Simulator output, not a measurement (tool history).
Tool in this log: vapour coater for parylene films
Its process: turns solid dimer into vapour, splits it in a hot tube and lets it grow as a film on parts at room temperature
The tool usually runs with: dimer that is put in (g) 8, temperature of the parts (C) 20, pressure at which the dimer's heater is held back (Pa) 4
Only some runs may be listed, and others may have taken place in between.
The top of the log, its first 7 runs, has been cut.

| run | hour | dimer that is put in (g) | temperature of the parts (C) | pressure at which the dimer's heater is held back (Pa) | hours of work since the trap's valve was overhauled | hours of work since the table's thermometer was calibrated | thickness of the film (um) |
|---|---|---|---|---|---|---|---|
| 8 | 111.6 | 6 | 20 | 4 | 134 | 134 | 2.96 |
| 9 | 129.2 | 8 | 20 | 4 | 149 | 149 | 4.02 |
| 10 | 144.7 | 8 | 20 | 4 | 163 | 163 | 3.92 |
| 11 | 169.8 | 8 | 20 | 4 | 186 | 186 | 3.9 |
| 12 | 182.3 | 8 | 20 | 4 | 197 | 197 | 3.89 |
| 13 | 204.1 | 8 | 20 | 6.15 | 216 | 216 | 3.55 |
|  | 213.9 | trap's valve overhauled |
| 14 | 222.8 | 7 | 20 | 4 | 8 | 229 | 3.72 |
| 15 | 235.7 | 8 | 20 | 4 | 19 | 241 | 4.26 |
| 16 | 253.5 | 8 | 20 | 4 | 35 | 257 | 4.25 |
| 17 | 263.9 | 8 | 20 | 4 | 45 | 266 | 4.22 |
| 18 | 279.2 | 8 | 20 | 4 | 58 | 280 | 4.21 |
| 19 | 299.8 | 14 | 20 | 4 | 77 | 298 | 7.21 |
| 20 | 317.5 | 14 | 20 | 4 | 92 | 314 | 7.09 |
| 21 | 340.1 | 10 | 12 | 4 | 113 | 334 | 6.76 |
| 22 | 357.5 | 10 | 12 | 4 | 128 | 350 | 6.72 |

Run 23 is up next; what results do you expect?
| 23 | 380 | 10 | 12 | 4 | 148 | 370 | ? |

thickness of the film (um): 6.55
Without the tool's hidden state the same run would have given thickness of the film (um) 7.05.
